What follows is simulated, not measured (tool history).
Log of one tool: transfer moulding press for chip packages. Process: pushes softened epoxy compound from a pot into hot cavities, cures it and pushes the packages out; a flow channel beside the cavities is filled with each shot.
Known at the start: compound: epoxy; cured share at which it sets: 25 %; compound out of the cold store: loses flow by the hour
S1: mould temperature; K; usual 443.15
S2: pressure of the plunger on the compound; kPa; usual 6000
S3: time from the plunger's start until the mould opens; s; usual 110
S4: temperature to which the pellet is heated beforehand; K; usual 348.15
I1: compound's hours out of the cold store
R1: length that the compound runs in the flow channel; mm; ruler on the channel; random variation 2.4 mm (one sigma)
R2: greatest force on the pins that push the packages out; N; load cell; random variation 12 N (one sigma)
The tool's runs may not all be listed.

run   hour      S1    S2   S3      S4    I1   R1   R2
  1      0  443.15  6000  110  348.15  19.2  498  702
  2   23.5  443.15  6000  110  348.15    27  475  652
  3   52.2  443.15  6000  110  342.15  24.5  479  638
  4   82.7  443.15  6000  110  342.15  43.9  427  591
  5  117.3  443.15  6000  110  340.15  10.1  516  653
  6  142.7  443.15  6000  110  358.15  39.9  435  686
  7  163.2  445.15  6000  110  358.15  23.7  498  576
  8  194.7  445.15  6000  110  358.15  45.2  446  521
  9  227.8  445.15  6000  110  358.15  10.2  528  521
 10  246.4  445.15  6000  110  358.15    17  505  589
 11  264.4  445.15  6000  110  358.15  30.3  469  517
 12  280.7  445.15  6000  110  358.15  18.6  497  598
 13  301.9  443.15  6000  110  348.15  34.4  463  558
 14  324.5  443.15  6000  110  348.15  10.9  519  681
 15  345.6  447.15  6800  110  348.15  36.9  469  512
 16  366.3  445.15  5520   92  348.15    33  438  666
 17  381.8  445.15  5520   92  348.15  34.7  430  705
 18  404.7  437.15  4880  110  357.15  10.9  483  955
 19  419.2  437.15  4880  110  357.15  46.9  392  939
 20    452  446.15  7050  125  344.15    37  468  511
 21  483.8  441.15  5700  110  351.15  32.3  444  697
 22  507.9  444.15  6220  138  357.15  39.2  470  413
 23  542.6  444.15  6220  138  357.15  41.7  458  437
 24  574.2  444.15  6220  138  356.15  33.6  478  526
 25  589.2  444.15  6220  138  356.15  27.3  491  504
 26    604  444.15  6220  105  356.15  46.5  441  647
 27  631.5  441.15  5390   98  348.15    13  502  967

Taken out of this log: 21 entries between the listed runs. Where each belongs, and how the hidden state differs across it:
Between runs 1 and 2: cavities cleaned with cleaning compound and waxed (hour 6.5)
  true mould temperature over the reading, C: -0.57 -> -0.6; pressure that reaches the compound, % of what is set: 92.45 -> 91.59; grip of the stained cavities, % over clean ones': 23.3 -> 13.7
  measured less the result without the state, R1: -18 -> -20 mm; R2: +156 -> +100 N
Between runs 2 and 3: cavities cleaned with cleaning compound and waxed (hour 41.2)
  true mould temperature over the reading, C: -0.6 -> -0.63; pressure that reaches the compound, % of what is set: 91.59 -> 90.63; grip of the stained cavities, % over clean ones': 13.7 -> 10.9
  measured less the result without the state, R1: -20 -> -22 mm; R2: +100 -> +85 N
Between runs 3 and 4: cavities cleaned with cleaning compound and waxed (hour 77.9)
  true mould temperature over the reading, C: -0.63 -> -0.66; pressure that reaches the compound, % of what is set: 90.63 -> 89.49; grip of the stained cavities, % over clean ones': 10.9 -> 6.1
  measured less the result without the state, R1: -22 -> -23 mm; R2: +85 -> +55 N
Between runs 4 and 5: cavities cleaned with cleaning compound and waxed (hour 112.8)
  true mould temperature over the reading, C: -0.66 -> -0.69; pressure that reaches the compound, % of what is set: 89.49 -> 88.11; grip of the stained cavities, % over clean ones': 6.1 -> 4.7
  measured less the result without the state, R1: -23 -> -31 mm; R2: +55 -> +59 N
Between runs 6 and 7: plunger's sealing rings changed (hour 149.3); cavities cleaned with cleaning compound and waxed (hour 150.8)
  true mould temperature over the reading, C: -0.73 -> -0.74; pressure that reaches the compound, % of what is set: 87.13 -> 99.3; grip of the stained cavities, % over clean ones': 23 -> 10.9
  measured less the result without the state, R1: -29 -> +0 mm; R2: +151 -> +76 N
Between runs 7 and 8: mould's thermocouples calibrated (hour 184.7); cavities cleaned with cleaning compound and waxed (hour 188.1)
  true mould temperature over the reading, C: -0.74 -> 0.29; pressure that reaches the compound, % of what is set: 99.3 -> 98.27; grip of the stained cavities, % over clean ones': 10.9 -> 5.9
  measured less the result without the state, R1: +0 -> -4 mm; R2: +76 -> +24 N
Between runs 8 and 9: cavities cleaned with cleaning compound and waxed (hour 222.8)
  true mould temperature over the reading, C: 0.29 -> 0.25; pressure that reaches the compound, % of what is set: 98.27 -> 96.94; grip of the stained cavities, % over clean ones': 5.9 -> 4.7
  measured less the result without the state, R1: -4 -> -9 mm; R2: +24 -> +17 N
Between runs 10 and 11: cavities cleaned with cleaning compound and waxed (hour 259.3)
  true mould temperature over the reading, C: 0.23 -> 0.21; pressure that reaches the compound, % of what is set: 96.26 -> 95.62; grip of the stained cavities, % over clean ones': 17.7 -> 5.6
  measured less the result without the state, R1: -11 -> -11 mm; R2: +84 -> +23 N
Between runs 12 and 13: cavities cleaned with cleaning compound and waxed (hour 295.9)
  true mould temperature over the reading, C: 0.2 -> 0.17; pressure that reaches the compound, % of what is set: 94.94 -> 94.17; grip of the stained cavities, % over clean ones': 18.2 -> 6.3
  measured less the result without the state, R1: -13 -> -15 mm; R2: +88 -> +28 N
Between runs 14 and 15: cavities cleaned with cleaning compound and waxed (hour 330.7)
  true mould temperature over the reading, C: 0.15 -> 0.13; pressure that reaches the compound, % of what is set: 93.28 -> 92.53; grip of the stained cavities, % over clean ones': 22 -> 14.9
  measured less the result without the state, R1: -19 -> -18 mm; R2: +117 -> +66 N
Between runs 15 and 16: cavities cleaned with cleaning compound and waxed (hour 364.9)
  true mould temperature over the reading, C: 0.13 -> 0.1; pressure that reaches the compound, % of what is set: 92.53 -> 91.8; grip of the stained cavities, % over clean ones': 14.9 -> 1.6
  measured less the result without the state, R1: -18 -> -19 mm; R2: +66 -> +6 N
Between runs 17 and 18: cavities cleaned with cleaning compound and waxed (hour 400.2)
  true mould temperature over the reading, C: 0.08 -> 0.06; pressure that reaches the compound, % of what is set: 91.12 -> 90.2; grip of the stained cavities, % over clean ones': 13.7 -> 4.3
  measured less the result without the state, R1: -21 -> -25 mm; R2: +82 -> +35 N
Between runs 19 and 20: cavities cleaned with cleaning compound and waxed (hour 435.4)
  true mould temperature over the reading, C: 0.04 -> 0.01; pressure that reaches the compound, % of what is set: 89.63 -> 88.36; grip of the stained cavities, % over clean ones': 15.6 -> 15.3
  measured less the result without the state, R1: -22 -> -31 mm; R2: +124 -> +68 N
Between runs 20 and 21: cavities cleaned with cleaning compound and waxed (hour 470.3)
  true mould temperature over the reading, C: 0.01 -> -0.03; pressure that reaches the compound, % of what is set: 88.36 -> 87.19; grip of the stained cavities, % over clean ones': 15.3 -> 12.8
  measured less the result without the state, R1: -31 -> -31 mm; R2: +68 -> +80 N
Between runs 21 and 22: plunger's sealing rings changed (hour 503.2); cavities cleaned with cleaning compound and waxed (hour 506.9)
  true mould temperature over the reading, C: -0.03 -> -0.05; pressure that reaches the compound, % of what is set: 87.19 -> 99.61; grip of the stained cavities, % over clean ones': 12.8 -> 1.2
  measured less the result without the state, R1: -31 -> -1 mm; R2: +80 -> +5 N
Between runs 22 and 23: cavities cleaned with cleaning compound and waxed (hour 542.6)
  true mould temperature over the reading, C: -0.05 -> -0.08; pressure that reaches the compound, % of what is set: 99.61 -> 98.25; grip of the stained cavities, % over clean ones': 1.2 -> 2.7
  measured less the result without the state, R1: -1 -> -4 mm; R2: +5 -> +12 N
Between runs 24 and 25: cavities cleaned with cleaning compound and waxed (hour 577.9)
  true mould temperature over the reading, C: -0.12 -> -0.13; pressure that reaches the compound, % of what is set: 97 -> 96.53; grip of the stained cavities, % over clean ones': 25.5 -> 12
  measured less the result without the state, R1: -7 -> -8 mm; R2: +109 -> +55 N
Between runs 26 and 27: cavities cleaned with cleaning compound and waxed (hour 612.2)
  true mould temperature over the reading, C: -0.15 -> -0.18; pressure that reaches the compound, % of what is set: 95.98 -> 94.97; grip of the stained cavities, % over clean ones': 21.5 -> 17.2
  measured less the result without the state, R1: -9 -> -13 mm; R2: +120 -> +154 N
